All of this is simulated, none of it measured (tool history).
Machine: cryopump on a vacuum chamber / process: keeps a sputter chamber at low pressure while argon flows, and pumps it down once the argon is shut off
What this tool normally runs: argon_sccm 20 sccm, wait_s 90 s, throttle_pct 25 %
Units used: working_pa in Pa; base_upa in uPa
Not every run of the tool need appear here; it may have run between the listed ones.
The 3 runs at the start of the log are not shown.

Run 4, hour 116.7: usual settings. Result: working_pa 0.1294 Pa, base_upa 3.45 uPa.
Run 5, hour 152.7: usual settings. Result: working_pa 0.1294 Pa, base_upa 3.48 uPa.
Run 6, hour 178.8: usual settings but wait_s 21 s. Result: working_pa 0.1302 Pa, base_upa 5.81 uPa.
Run 7, hour 225.5: usual settings but wait_s 21 s, throttle_pct 28 %. Result: working_pa 0.1178 Pa, base_upa 5.88 uPa.
Run 8, hour 275.2: usual settings but wait_s 21 s, throttle_pct 28 %. Result: working_pa 0.1163 Pa, base_upa 6.01 uPa.
Run 9, hour 309.1: usual settings. Result: working_pa 0.1288 Pa, base_upa 3.65 uPa.
At hour 325.2: pump warmed up, emptied and cooled again.
Run 10, hour 355.4: usual settings but throttle_pct 38 %. Result: working_pa 0.0829 Pa, base_upa 3.23 uPa.
Run 11, hour 401.1: usual settings but throttle_pct 38 %. Result: working_pa 0.0815 Pa, base_upa 3.32 uPa.
Run 12, hour 439.7: usual settings. Result: working_pa 0.125 Pa, base_upa 3.29 uPa.
Run 13, hour 471.6: usual settings but argon_sccm 11 sccm. Result: working_pa 0.0692 Pa, base_upa 3.38 uPa.
Run 14, hour 508.7: usual settings but argon_sccm 11 sccm. Result: working_pa 0.0684 Pa, base_upa 3.33 uPa.
Run 15, hour 549: usual settings but argon_sccm 11 sccm. Result: working_pa 0.0692 Pa, base_upa 3.3 uPa.
Run 16, hour 580.8: usual settings but argon_sccm 11 sccm. Result: working_pa 0.0688 Pa, base_upa 3.37 uPa.
Run 17, hour 626.6: usual settings but argon_sccm 34 sccm. Result: working_pa 0.2143 Pa, base_upa 3.34 uPa.

The next listed run, before its measurement:
Run 18, hour 676.4: usual settings but argon_sccm 34 sccm. Result: working_pa ?, base_upa ?.

Run 18 measured working_pa 0.2137 Pa, base_upa 3.43 uPa.
With no hidden state in the tool, this same run would have given working_pa 0.2105 Pa, base_upa 1 uPa.

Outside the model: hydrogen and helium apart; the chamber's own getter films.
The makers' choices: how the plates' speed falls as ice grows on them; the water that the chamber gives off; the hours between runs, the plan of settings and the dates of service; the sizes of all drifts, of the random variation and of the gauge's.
